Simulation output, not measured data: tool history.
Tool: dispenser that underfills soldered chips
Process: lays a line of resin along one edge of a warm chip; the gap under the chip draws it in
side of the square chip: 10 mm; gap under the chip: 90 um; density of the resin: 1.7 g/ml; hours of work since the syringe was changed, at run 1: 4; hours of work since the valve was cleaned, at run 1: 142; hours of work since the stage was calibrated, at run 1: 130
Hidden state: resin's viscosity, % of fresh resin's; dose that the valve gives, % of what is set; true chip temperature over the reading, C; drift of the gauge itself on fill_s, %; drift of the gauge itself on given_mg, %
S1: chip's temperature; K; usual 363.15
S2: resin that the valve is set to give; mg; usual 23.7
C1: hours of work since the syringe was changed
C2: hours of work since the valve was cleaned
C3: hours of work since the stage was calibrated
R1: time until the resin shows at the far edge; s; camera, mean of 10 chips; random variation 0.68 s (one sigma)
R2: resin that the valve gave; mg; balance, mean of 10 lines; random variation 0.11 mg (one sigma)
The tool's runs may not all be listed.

run	hour	S1	S2	C1	C2	C3	R1	R2
1	0	363.15	23.7	4	142	130	80.5	20.46
# hour 5.3: new syringe of resin
# hour 6.3: dispensing valve cleaned and set on the balance
2	6.3	363.15	23.7	0	0	134	58.8	23.77
3	11.3	363.15	23.7	4	4	138	77.3	23.59
4	15.9	363.15	23.7	7	7	141	98	23.39
# hour 16.5: new syringe of resin
5	20	363.15	23.7	3	10	144	70.1	23.64
6	25.4	363.15	23.7	7	14	148	92	23.55
# hour 26.8: new syringe of resin
7	29.3	363.15	23.7	2	17	151	68.3	23.59
8	34.7	363.15	22.8	6	21	155	89.3	22.25
# hour 37: new syringe of resin
9	39.2	363.15	22.8	2	25	158	69.1	22.38
10	44.2	363.15	22.8	6	28	162	88	22.27
# hour 47.4: new syringe of resin
11	48.1	377.15	23.7	1	31	165	34.5	22.87
12	53.4	377.15	23.7	5	35	169	45.8	22.98
# hour 57.4: new syringe of resin
13	57.5	377.15	23.7	0	38	172	34.9	22.84
14	62.1	350.15	23.7	4	42	175	133.7	22.61
# hour 67.8: new syringe of resin
15	68.3	350.15	23.7	0	46	180	104	22.82
16	71.3	350.15	23.7	3	49	182	120.4	22.44
17	76.6	350.15	23.7	7	53	186	158.3	22.78
# hour 78.1: new syringe of resin
18	82.7	360.15	23.7	4	57	191	84	22.39
19	86.1	360.15	27.1	6	60	193	99.2	25.63
# hour 88.4: new syringe of resin
20	92.2	354.15	28.6	3	64	198	104.8	27
21	94.8	372.15	23.7	5	66	200	58.8	22.23
22	97.2	354.15	24.6	7	68	202	136.3	23.01
# hour 98.5: new syringe of resin
23	101.4	354.15	24.6	2	71	205	98.3	23
24	106.3	355.15	28	6	75	209	120.6	25.81
# hour 108.8: new syringe of resin
25	109.3	371.15	27.8	0	77	211	43.5	25.67
26	111.9	355.15	22.7	2	79	213	97.2	21.13
27	117.1	354.15	23.7	6	83	217	132.4	21.73
# hour 118.9: new syringe of resin
28	121.4	354.15	23.7	2	86	220	100.8	21.87
29	125.6	367.15	29.8	5	89	223	71.2	27.45
# hour 128.9: new syringe of resin
30	130.3	376.15	28.8	1	93	226	37.4	26.12
31	132.7	376.15	28.8	3	95	228	42.1	26.01
32	138	365.15	25.5	7	99	232	85	23.04
# hour 139.2: new syringe of resin
33	142.5	363.15	22.4	3	102	236	70.9	20.33
34	145.1	362.15	22.1	5	104	238	85.5	19.86
35	148.7	360.15	22.1	7	107	240	111.8	19.71
# hour 149.3: new syringe of resin
36	152.1	371.15	26.5	2	109	243	48.6	23.71
37	156.4	376.15	27.2	5	112	246	50.4	24.34

The same runs without the tool's hidden state, with the same run-to-run variation:
run	R1	R2
1	61.2	23.6
2	59.9	23.74
3	60.9	23.65
4	61	23.53
5	60.1	23.84
6	59.5	23.84
7	61.7	23.94
8	60.9	22.67
9	62	22.88
10	61.2	22.85
11	34.5	23.53
12	34.8	23.75
13	35.4	23.67
14	107.2	23.52
15	103.8	23.85
16	102.8	23.51
17	103.1	23.96
18	68.2	23.67
19	67.9	27.17
20	87.7	28.76
21	42.7	23.72
22	87.2	24.61
23	87.6	24.67
24	83.6	27.8
25	44	27.71
26	85.3	22.84
27	89.5	23.61
28	88.6	23.83
29	50.8	30
30	35.8	28.66
31	35.5	28.6
32	54.4	25.43
33	60.9	22.53
34	64.4	22.04
35	69.9	21.95
36	42.7	26.46
37	35.5	27.27
